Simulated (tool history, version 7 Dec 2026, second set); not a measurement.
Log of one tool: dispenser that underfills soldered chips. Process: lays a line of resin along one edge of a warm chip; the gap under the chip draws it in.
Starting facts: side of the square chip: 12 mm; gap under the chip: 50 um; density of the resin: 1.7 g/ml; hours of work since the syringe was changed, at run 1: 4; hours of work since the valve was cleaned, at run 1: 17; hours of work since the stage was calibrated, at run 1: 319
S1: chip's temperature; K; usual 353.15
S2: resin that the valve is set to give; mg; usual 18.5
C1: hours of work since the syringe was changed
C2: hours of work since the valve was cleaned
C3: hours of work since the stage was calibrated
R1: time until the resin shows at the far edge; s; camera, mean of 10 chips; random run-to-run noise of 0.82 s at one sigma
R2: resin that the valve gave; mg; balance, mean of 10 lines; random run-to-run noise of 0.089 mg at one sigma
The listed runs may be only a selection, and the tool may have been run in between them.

| run | hour | S1 | S2 | C1 | C2 | C3 | R1 | R2 |
|---|---|---|---|---|---|---|---|---|
| 1 | 0 | 353.15 | 18.5 | 4 | 17 | 319 | 97.7 | 18.26 |
|  | 7.5 | new syringe of resin |
| 2 | 10.4 | 346.15 | 18.5 | 2 | 24 | 326 | 131.2 | 18.16 |
| 3 | 18.8 | 346.15 | 22.1 | 8 | 30 | 332 | 169.7 | 21.5 |
|  | 20 | new syringe of resin |
| 4 | 26.6 | 346.15 | 22.1 | 5 | 35 | 337 | 140.1 | 21.43 |
|  | 32.5 | new syringe of resin |
| 5 | 38.5 | 346.15 | 22.1 | 4 | 43 | 345 | 143 | 21.48 |
|  | 44.9 | new syringe of resin |
|  | 47.8 | stage's temperature calibrated |
| 6 | 50.4 | 346.15 | 22.1 | 3 | 51 | 2 | 123.9 | 21.4 |
|  | 58.3 | new syringe of resin |
| 7 | 59.8 | 353.15 | 18.5 | 1 | 57 | 8 | 79.8 | 17.73 |
| 8 | 67.8 | 353.15 | 18.5 | 7 | 63 | 14 | 106.5 | 17.66 |
|  | 71.4 | new syringe of resin |
| 9 | 81.7 | 353.15 | 18.5 | 7 | 72 | 23 | 107.1 | 17.72 |
|  | 84.3 | new syringe of resin |
| 10 | 93.1 | 353.15 | 18.5 | 6 | 80 | 31 | 105.4 | 17.52 |
|  | 96.8 | new syringe of resin |
| 11 | 102 | 353.15 | 18.5 | 4 | 86 | 37 | 96.6 | 17.55 |
|  | 109.4 | new syringe of resin |
| 12 | 112 | 362.15 | 23.4 | 2 | 93 | 44 | 55.3 | 21.8 |
|  | 122.6 | new syringe of resin |
| 13 | 125.4 | 362.15 | 23.4 | 2 | 102 | 53 | 55.4 | 21.69 |
| 14 | 133 | 353.15 | 20.9 | 7 | 108 | 59 | 109.9 | 19.4 |
|  | 135.4 | new syringe of resin |
| 15 | 144.3 | 347.15 | 19.8 | 6 | 115 | 66 | 143.9 | 18.26 |
|  | 148.7 | new syringe of resin |
| 16 | 153.3 | 347.15 | 18.1 | 3 | 121 | 73 | 123.3 | 16.64 |
|  | 161.7 | new syringe of resin |
| 17 | 163.8 | 354.15 | 21.1 | 1 | 129 | 80 | 77.6 | 19.29 |
|  | 165.9 | dispensing valve cleaned and set on the balance |
|  | 175.3 | new syringe of resin |
| 18 | 177.4 | 357.15 | 18.8 | 1 | 8 | 88 | 69.2 | 18.69 |

Run 19 is up next; what results do you expect?
|  | 187.8 | new syringe of resin |
| 19 | 190.9 | 361.15 | 16 | 2 | 17 | 98 | ? | ? |

R1: 62.3 s
R2: 15.88 mg
The same run, on a tool lacking any hidden state, would have yielded R1 54.1 s, R2 16 mg.
